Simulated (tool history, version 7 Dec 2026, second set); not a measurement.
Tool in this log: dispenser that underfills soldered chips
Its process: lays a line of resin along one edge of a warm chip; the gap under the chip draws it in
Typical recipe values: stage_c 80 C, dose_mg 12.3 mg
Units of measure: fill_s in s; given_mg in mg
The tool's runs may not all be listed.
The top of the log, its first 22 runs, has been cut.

| run | hour | stage_c | dose_mg | fill_s | given_mg |
|---|---|---|---|---|---|
|  | 216.0 | new syringe of resin |
| 23 | 223.9 | 82 | 14.4 | 156.3 | 14.08 |
|  | 225.1 | new syringe of resin |
|  | 234.6 | new syringe of resin |
| 24 | 239.1 | 82 | 14.4 | 141.8 | 14.06 |
|  | 243.7 | new syringe of resin |
| 25 | 249.6 | 69 | 14.6 | 247.7 | 14.03 |
|  | 253.8 | new syringe of resin |
| 26 | 256.3 | 69 | 14.6 | 224.6 | 14.12 |
|  | 263.1 | new syringe of resin |
| 27 | 270.6 | 76 | 12.3 | 199.5 | 11.78 |
|  | 272.3 | new syringe of resin |
|  | 281.8 | new syringe of resin |
| 28 | 286.2 | 78 | 15.5 | 168.3 | 14.79 |
|  | 291.3 | new syringe of resin |
| 29 | 297.6 | 66 | 10.6 | 311.5 | 9.99 |
|  | 300.6 | new syringe of resin |
|  | 308.8 | dispensing valve cleaned and set on the balance |
| 30 | 308.8 | 72 | 12.9 | 222.7 | 13.00 |
|  | 311.1 | new syringe of resin |
|  | 320.9 | new syringe of resin |
| 31 | 320.9 | 72 | 12.9 | 187.8 | 12.89 |
| 32 | 329.5 | 71 | 12.3 | 247.7 | 12.23 |
|  | 330.8 | new syringe of resin |
|  | 339.9 | new syringe of resin |
| 33 | 344.2 | 71 | 12.3 | 218.5 | 12.23 |
|  | 348.9 | new syringe of resin |
| 34 | 351.5 | 71 | 14.4 | 206.1 | 14.13 |

Consider 4 possible next runs. They are alternatives, not a sequence: every one starts from the tool as it was left by run 34. What does each give?
|  | 358.2 | new syringe of resin |
| A | 366.1 | 71 | 12.3 | ? | ? |
|  | 358.2 | new syringe of resin |
| B | 366.1 | 78 | 11.6 | ? | ? |
|  | 358.2 | new syringe of resin |
| C | 366.1 | 72 | 12.1 | ? | ? |
|  | 358.2 | new syringe of resin |
| D | 366.1 | 79 | 12.7 | ? | ? |

| run | fill_s | given_mg |
|---|---|---|
| A | 241.2 | 11.86 |
| B | 190.3 | 11.40 |
| C | 233.4 | 11.78 |
| D | 176.4 | 12.27 |
Take away the tool's hidden state, keep each run's random variation, and the runs would have read:
| run | fill_s | given_mg |
|---|---|---|
| A | 200.6 | 12.20 |
| B | 157.8 | 11.72 |
| C | 194.0 | 12.11 |
| D | 146.5 | 12.62 |
